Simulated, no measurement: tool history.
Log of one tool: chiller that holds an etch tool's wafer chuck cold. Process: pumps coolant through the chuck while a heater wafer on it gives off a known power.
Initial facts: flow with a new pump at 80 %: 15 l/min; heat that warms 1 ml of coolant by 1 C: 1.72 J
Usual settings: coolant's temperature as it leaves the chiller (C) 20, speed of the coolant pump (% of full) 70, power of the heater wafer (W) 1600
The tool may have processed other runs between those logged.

run	hour	coolant's temperature as it leaves the chiller (C)	speed of the coolant pump (% of full)	power of the heater wafer (W)	chuck's temperature once it has settled (C)	how much warmer the coolant comes back (C)
1	0	20	70	1600	39.9	4.29
2	139.4	20	70	1600	40.1	4.24
3	254.1	20	70	1600	40.2	4.22
4	335.9	10	70	1600	30.2	4.23
5	446.1	10	77	1600	29.3	3.93
6	562.3	10	77	1600	29.3	3.94
7	629.9	10	77	1600	29.5	3.93
8	772.5	10	70	1600	30.6	4.31
9	902.6	10	70	1840	33.9	5.05
10	984.9	10	70	1840	33.9	5.01
11	1137.9	20	70	1600	41	4.39
12	1220.4	20	80	1600	39.6	3.77
13	1360.6	20	70	1600	41.3	4.43
14	1508.7	20	70	1237	36.5	3.44
15	1624.2	20	70	1237	36.9	3.41
16	1754.7	20	70	1600	41.5	4.44
17	1836	15	78	1060	28.5	2.64
18	1970.4	28	97	1240	42.2	2.58
19	2098.2	28	97	1240	42.3	2.59
20	2203.3	28	97	1773	48.8	3.64
21	2318.7	28	97	1773	49.1	3.69

Forecast run 22:
22	2406.2	19	60	1730	?	?

Run 22 produced chuck's temperature once it has settled (C) 45.5, how much warmer the coolant comes back (C) 5.71.
Minus the tool's unlogged condition, the same run would have read chuck's temperature once it has settled (C) 42.2, how much warmer the coolant comes back (C) 5.33.
